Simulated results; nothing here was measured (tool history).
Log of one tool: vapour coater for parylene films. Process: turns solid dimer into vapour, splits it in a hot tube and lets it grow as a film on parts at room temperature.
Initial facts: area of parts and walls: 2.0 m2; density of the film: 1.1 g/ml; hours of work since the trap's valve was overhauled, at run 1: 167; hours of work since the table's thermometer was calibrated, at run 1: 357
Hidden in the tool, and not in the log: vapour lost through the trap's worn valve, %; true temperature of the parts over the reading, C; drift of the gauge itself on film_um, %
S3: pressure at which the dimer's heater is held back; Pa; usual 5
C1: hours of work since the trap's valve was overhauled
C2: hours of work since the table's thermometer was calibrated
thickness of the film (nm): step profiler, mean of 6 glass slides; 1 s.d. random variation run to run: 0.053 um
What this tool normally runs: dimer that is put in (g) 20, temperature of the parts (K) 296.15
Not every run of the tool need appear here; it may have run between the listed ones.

run 1 hour=0 | dimer_that_is_put_in_(g)=20 temperature_of_the_parts_(K)=296.15 S3=5 | C1=167 C2=357 | thickness_of_the_film_(nm)=5950
run 2 hour=19.2 | dimer_that_is_put_in_(g)=20 temperature_of_the_parts_(K)=299.15 S3=5 | C1=178 C2=368 | thickness_of_the_film_(nm)=5250
run 3 hour=41.4 | dimer_that_is_put_in_(g)=20 temperature_of_the_parts_(K)=296.15 S3=5 | C1=191 C2=380 | thickness_of_the_film_(nm)=6030
run 4 hour=55.7 | dimer_that_is_put_in_(g)=20 temperature_of_the_parts_(K)=296.15 S3=5 | C1=199 C2=388 | thickness_of_the_film_(nm)=5950
run 5 hour=78.1 | dimer_that_is_put_in_(g)=21 temperature_of_the_parts_(K)=296.15 S3=5 | C1=212 C2=401 | thickness_of_the_film_(nm)=6310
run 6 hour=94.4 | dimer_that_is_put_in_(g)=20 temperature_of_the_parts_(K)=296.15 S3=5 | C1=221 C2=410 | thickness_of_the_film_(nm)=5980
run 7 hour=107.7 | dimer_that_is_put_in_(g)=20 temperature_of_the_parts_(K)=296.15 S3=5 | C1=228 C2=418 | thickness_of_the_film_(nm)=5930
run 8 hour=131.2 | dimer_that_is_put_in_(g)=20 temperature_of_the_parts_(K)=296.15 S3=5 | C1=242 C2=431 | thickness_of_the_film_(nm)=5930
run 9 hour=150.7 | dimer_that_is_put_in_(g)=20 temperature_of_the_parts_(K)=296.15 S3=4.15 | C1=253 C2=442 | thickness_of_the_film_(nm)=6140
run 10 hour=163.4 | dimer_that_is_put_in_(g)=20 temperature_of_the_parts_(K)=296.15 S3=5.99 | C1=260 C2=449 | thickness_of_the_film_(nm)=5790
run 11 hour=179.6 | dimer_that_is_put_in_(g)=20 temperature_of_the_parts_(K)=296.15 S3=5.99 | C1=269 C2=458 | thickness_of_the_film_(nm)=5790
run 12 hour=195 | dimer_that_is_put_in_(g)=20 temperature_of_the_parts_(K)=296.15 S3=5 | C1=278 C2=467 | thickness_of_the_film_(nm)=6040
run 13 hour=205.9 | dimer_that_is_put_in_(g)=20 temperature_of_the_parts_(K)=296.15 S3=5 | C1=284 C2=473 | thickness_of_the_film_(nm)=5940
run 14 hour=224.6 | dimer_that_is_put_in_(g)=20 temperature_of_the_parts_(K)=296.15 S3=5 | C1=295 C2=484 | thickness_of_the_film_(nm)=5920
run 15 hour=243.2 | dimer_that_is_put_in_(g)=20 temperature_of_the_parts_(K)=296.15 S3=5 | C1=305 C2=495 | thickness_of_the_film_(nm)=5900
run 16 hour=259.7 | dimer_that_is_put_in_(g)=20 temperature_of_the_parts_(K)=297.15 S3=5 | C1=315 C2=504 | thickness_of_the_film_(nm)=5670
run 17 hour=277 | dimer_that_is_put_in_(g)=20 temperature_of_the_parts_(K)=297.15 S3=5 | C1=324 C2=514 | thickness_of_the_film_(nm)=5580
run 18 hour=297.3 | dimer_that_is_put_in_(g)=9 temperature_of_the_parts_(K)=292.15 S3=2.82 | C1=336 C2=525 | thickness_of_the_film_(nm)=3480
run 19 hour=315.4 | dimer_that_is_put_in_(g)=12 temperature_of_the_parts_(K)=296.15 S3=6.46 | C1=346 C2=535 | thickness_of_the_film_(nm)=3360
run 20 hour=329.3 | dimer_that_is_put_in_(g)=12 temperature_of_the_parts_(K)=307.15 S3=9.65 | C1=354 C2=543 | thickness_of_the_film_(nm)=1980
run 21 hour=340.1 | dimer_that_is_put_in_(g)=12 temperature_of_the_parts_(K)=307.15 S3=9.65 | C1=360 C2=549 | thickness_of_the_film_(nm)=1980
run 22 hour=356.4 | dimer_that_is_put_in_(g)=12 temperature_of_the_parts_(K)=307.15 S3=9.65 | C1=369 C2=559 | thickness_of_the_film_(nm)=1950
run 23 hour=370.7 | dimer_that_is_put_in_(g)=12 temperature_of_the_parts_(K)=307.15 S3=9.65 | C1=377 C2=567 | thickness_of_the_film_(nm)=1910
run 24 hour=391.1 | dimer_that_is_put_in_(g)=12 temperature_of_the_parts_(K)=307.15 S3=9.65 | C1=389 C2=578 | thickness_of_the_film_(nm)=1900
run 25 hour=403.1 | dimer_that_is_put_in_(g)=12 temperature_of_the_parts_(K)=307.15 S3=9.65 | C1=396 C2=585 | thickness_of_the_film_(nm)=1940
run 26 hour=412.8 | dimer_that_is_put_in_(g)=12 temperature_of_the_parts_(K)=307.15 S3=9.65 | C1=401 C2=591 | thickness_of_the_film_(nm)=1900
run 27 hour=424 | dimer_that_is_put_in_(g)=9 temperature_of_the_parts_(K)=295.15 S3=8 | C1=408 C2=597 | thickness_of_the_film_(nm)=2500
run 28 hour=433.5 | dimer_that_is_put_in_(g)=9 temperature_of_the_parts_(K)=295.15 S3=8 | C1=413 C2=602 | thickness_of_the_film_(nm)=2520
run 29 hour=452.2 | dimer_that_is_put_in_(g)=33 temperature_of_the_parts_(K)=293.15 S3=2.79 | C1=424 C2=613 | thickness_of_the_film_(nm)=12150
run 30 hour=462.7 | dimer_that_is_put_in_(g)=20 temperature_of_the_parts_(K)=297.15 S3=6.15 | C1=430 C2=619 | thickness_of_the_film_(nm)=5360
run 31 hour=472.3 | dimer_that_is_put_in_(g)=29 temperature_of_the_parts_(K)=294.15 S3=5 | C1=435 C2=624 | thickness_of_the_film_(nm)=9140
run 32 hour=486.5 | dimer_that_is_put_in_(g)=9 temperature_of_the_parts_(K)=297.15 S3=10.83 | C1=443 C2=632 | thickness_of_the_film_(nm)=2190
run 33 hour=497.7 | dimer_that_is_put_in_(g)=9 temperature_of_the_parts_(K)=297.15 S3=10.83 | C1=449 C2=639 | thickness_of_the_film_(nm)=2140
run 34 hour=510.8 | dimer_that_is_put_in_(g)=10 temperature_of_the_parts_(K)=303.15 S3=3.73 | C1=457 C2=646 | thickness_of_the_film_(nm)=2230

Alternative continuations, all from the tool just after run 34; predict every row:
run A hour=527.6 | dimer_that_is_put_in_(g)=22 temperature_of_the_parts_(K)=295.15 S3=7.38 | C1=466 C2=656 | thickness_of_the_film_(nm)=?
run B hour=527.6 | dimer_that_is_put_in_(g)=20 temperature_of_the_parts_(K)=291.15 S3=5 | C1=466 C2=656 | thickness_of_the_film_(nm)=?
run C hour=527.6 | dimer_that_is_put_in_(g)=14 temperature_of_the_parts_(K)=296.15 S3=5 | C1=466 C2=656 | thickness_of_the_film_(nm)=?
run D hour=527.6 | dimer_that_is_put_in_(g)=20 temperature_of_the_parts_(K)=304.15 S3=9.21 | C1=466 C2=656 | thickness_of_the_film_(nm)=?
run E hour=527.6 | dimer_that_is_put_in_(g)=35 temperature_of_the_parts_(K)=302.15 S3=2.71 | C1=466 C2=656 | thickness_of_the_film_(nm)=?

run=A thickness_of_the_film_(nm)=6180
run=B thickness_of_the_film_(nm)=7130
run=C thickness_of_the_film_(nm)=3990
run=D thickness_of_the_film_(nm)=3670
run=E thickness_of_the_film_(nm)=8600
Without the tool's unlogged condition, the same runs would have read:
run=A thickness_of_the_film_(nm)=6660
run=B thickness_of_the_film_(nm)=7700
run=C thickness_of_the_film_(nm)=4310
run=D thickness_of_the_film_(nm)=3960
run=E thickness_of_the_film_(nm)=9280

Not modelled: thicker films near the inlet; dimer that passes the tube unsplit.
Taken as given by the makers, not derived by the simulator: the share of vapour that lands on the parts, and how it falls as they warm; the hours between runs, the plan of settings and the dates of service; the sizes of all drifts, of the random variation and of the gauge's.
